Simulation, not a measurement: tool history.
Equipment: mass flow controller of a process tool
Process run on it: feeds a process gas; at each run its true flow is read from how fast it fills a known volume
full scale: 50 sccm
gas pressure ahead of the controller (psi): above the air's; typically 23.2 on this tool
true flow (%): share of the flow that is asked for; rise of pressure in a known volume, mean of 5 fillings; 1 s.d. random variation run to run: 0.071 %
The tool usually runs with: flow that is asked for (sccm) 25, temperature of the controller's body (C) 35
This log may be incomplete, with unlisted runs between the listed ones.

run    hour  flow that is asked for (sccm)  gas pressure ahead of the controller (psi)  temperature of the controller's body (C)  true flow (%)
  1       0                             25                                        23.2                                        35         101.67
  2    85.3                             25                                        23.2                                        35         101.62
  3   242.6                             25                                        23.2                                        35         101.67
  4   401.6                             25                                        23.2                                        35         101.65
  5   500.8                             25                                        23.2                                        35         101.58
  6   583.2                             25                                        26.7                                        35         101.73
  7     674                             25                                        26.7                                        35          101.8
  8   774.7                             21                                        21.3                                        29         101.33
  9   914.4                              8                                        22.6                                        38         100.36
      922.2  -- controller's zero set anew
 10  1059.4                             25                                        25.5                                        33          101.6
 11  1161.1                             25                                        23.2                                        28         101.45
 12  1294.8                             25                                        25.4                                        31         101.66
 13  1427.3                             18                                        25.4                                        39         101.45

3 ways to go on from here, each from the tool as it stands after run 13. What would each give?
  A  1529.2                              6                                        36.1                                        39              ?
  B  1529.2                             20                                        23.2                                        35              ?
  C  1529.2                             25                                        31.9                                        35              ?

run  true flow (%)
  A          99.18
  B         101.55
  C          101.7
Take away the tool's hidden state, keep each run's random variation, and the runs would have read:
run  true flow (%)
  A           98.6
  B          99.28
  C          99.28
